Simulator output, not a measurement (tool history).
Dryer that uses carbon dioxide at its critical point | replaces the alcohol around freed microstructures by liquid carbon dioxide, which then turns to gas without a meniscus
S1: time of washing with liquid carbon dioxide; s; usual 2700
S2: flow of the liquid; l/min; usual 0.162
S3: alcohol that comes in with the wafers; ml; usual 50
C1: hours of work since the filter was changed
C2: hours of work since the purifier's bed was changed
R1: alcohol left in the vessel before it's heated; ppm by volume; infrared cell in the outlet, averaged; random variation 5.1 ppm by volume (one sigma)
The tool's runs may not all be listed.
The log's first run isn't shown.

run 2 hour=28.2 | S1=2700 S2=0.162 S3=50 | C1=350 C2=82 | R1=198
run 3 hour=63.2 | S1=3000 S2=0.162 S3=50 | C1=368 C2=101 | R1=129
-- hour=85.3 inlet filter changed
run 4 hour=103.8 | S1=2700 S2=0.162 S3=50 | C1=10 C2=122 | R1=112
run 5 hour=158.7 | S1=2040 S2=0.162 S3=50 | C1=39 C2=151 | R1=439
run 6 hour=203.0 | S1=2700 S2=0.162 S3=50 | C1=62 C2=175 | R1=130
run 7 hour=257.7 | S1=2700 S2=0.162 S3=113 | C1=91 C2=204 | R1=268
run 8 hour=302.5 | S1=2700 S2=0.162 S3=113 | C1=115 C2=227 | R1=282
run 9 hour=353.8 | S1=2700 S2=0.162 S3=113 | C1=142 C2=254 | R1=287
run 10 hour=391.3 | S1=2700 S2=0.162 S3=113 | C1=162 C2=274 | R1=314
run 11 hour=433.7 | S1=2700 S2=0.178 S3=113 | C1=185 C2=297 | R1=209
run 12 hour=488.9 | S1=2700 S2=0.140 S3=50 | C1=214 C2=326 | R1=383
run 13 hour=550.7 | S1=2700 S2=0.140 S3=50 | C1=247 C2=359 | R1=421
run 14 hour=590.5 | S1=2700 S2=0.140 S3=77 | C1=268 C2=380 | R1=610
run 15 hour=631.6 | S1=2700 S2=0.140 S3=77 | C1=290 C2=402 | R1=645
run 16 hour=679.4 | S1=2460 S2=0.101 S3=22 | C1=315 C2=427 | R1=1069
run 17 hour=713.8 | S1=2460 S2=0.101 S3=22 | C1=333 C2=445 | R1=1109

Forecast run 18:
run 18 hour=767.4 | S1=2460 S2=0.101 S3=22 | C1=362 C2=474 | R1=?

Run 18 gave R1 1146 ppm by volume.
Without the tool's hidden state the same run would have given R1 645 ppm by volume.

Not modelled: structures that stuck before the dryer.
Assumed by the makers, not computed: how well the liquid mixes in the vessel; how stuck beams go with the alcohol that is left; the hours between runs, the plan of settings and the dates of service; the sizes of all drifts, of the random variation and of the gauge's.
